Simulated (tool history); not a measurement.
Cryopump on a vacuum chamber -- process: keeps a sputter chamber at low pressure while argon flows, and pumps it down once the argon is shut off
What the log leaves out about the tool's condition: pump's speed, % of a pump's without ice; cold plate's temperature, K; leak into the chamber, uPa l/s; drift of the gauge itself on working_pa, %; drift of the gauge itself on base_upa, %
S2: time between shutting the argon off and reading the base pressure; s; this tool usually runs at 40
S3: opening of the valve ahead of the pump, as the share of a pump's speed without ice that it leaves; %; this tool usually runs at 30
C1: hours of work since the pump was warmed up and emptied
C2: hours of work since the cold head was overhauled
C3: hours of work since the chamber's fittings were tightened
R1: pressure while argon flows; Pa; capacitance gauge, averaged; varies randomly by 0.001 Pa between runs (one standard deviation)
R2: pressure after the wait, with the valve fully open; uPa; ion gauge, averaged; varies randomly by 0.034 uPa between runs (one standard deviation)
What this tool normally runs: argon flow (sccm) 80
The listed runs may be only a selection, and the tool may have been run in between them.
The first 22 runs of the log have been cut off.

run 23 hour=318 | argon_flow_(sccm)=42 S2=87 S3=41 | C1=14 C2=421 C3=66 | R1=0.0845 R2=0.93
run 24 hour=333.4 | argon_flow_(sccm)=42 S2=101 S3=41 | C1=26 C2=433 C3=79 | R1=0.0839 R2=0.85
run 25 hour=352.2 | argon_flow_(sccm)=42 S2=101 S3=41 | C1=41 C2=448 C3=94 | R1=0.084 R2=0.86
run 26 hour=362.2 | argon_flow_(sccm)=114 S2=40 S3=40 | C1=49 C2=456 C3=102 | R1=0.235 R2=1.85
run 27 hour=374.1 | argon_flow_(sccm)=116 S2=153 S3=44 | C1=59 C2=466 C3=112 | R1=0.2188 R2=0.61
run 28 hour=388 | argon_flow_(sccm)=125 S2=40 S3=42 | C1=70 C2=477 C3=123 | R1=0.2511 R2=1.85
run 29 hour=396.4 | argon_flow_(sccm)=42 S2=22 S3=37 | C1=77 C2=484 C3=129 | R1=0.0946 R2=3.24
run 30 hour=408.8 | argon_flow_(sccm)=96 S2=40 S3=48 | C1=87 C2=494 C3=139 | R1=0.1694 R2=1.88
run 31 hour=419.8 | argon_flow_(sccm)=96 S2=40 S3=48 | C1=96 C2=503 C3=148 | R1=0.1721 R2=1.85
run 32 hour=440.2 | argon_flow_(sccm)=96 S2=40 S3=28 | C1=112 C2=519 C3=165 | R1=0.289 R2=1.81
run 33 hour=455.1 | argon_flow_(sccm)=51 S2=186 S3=16 | C1=124 C2=531 C3=177 | R1=0.2645 R2=0.56
run 34 hour=465 | argon_flow_(sccm)=94 S2=253 S3=30 | C1=132 C2=539 C3=185 | R1=0.2651 R2=0.47
run 35 hour=485.3 | argon_flow_(sccm)=108 S2=40 S3=30 | C1=148 C2=555 C3=201 | R1=0.3068 R2=1.97

Predict each of these 3 candidate next runs independently; none follows another, all start after run 35:
run A hour=504.2 | argon_flow_(sccm)=80 S2=40 S3=17 | C1=164 C2=571 C3=216 | R1=? R2=?
run B hour=504.2 | argon_flow_(sccm)=80 S2=40 S3=54 | C1=164 C2=571 C3=216 | R1=? R2=?
run C hour=504.2 | argon_flow_(sccm)=80 S2=59 S3=41 | C1=164 C2=571 C3=216 | R1=? R2=?

run=A R1=0.395 R2=1.95
run=B R1=0.1308 R2=1.95
run=C R1=0.1689 R2=1.31
With no hidden state in the tool, these same runs would have given:
run=A R1=0.384 R2=1.87
run=B R1=0.1199 R2=1.87
run=C R1=0.1581 R2=1.23

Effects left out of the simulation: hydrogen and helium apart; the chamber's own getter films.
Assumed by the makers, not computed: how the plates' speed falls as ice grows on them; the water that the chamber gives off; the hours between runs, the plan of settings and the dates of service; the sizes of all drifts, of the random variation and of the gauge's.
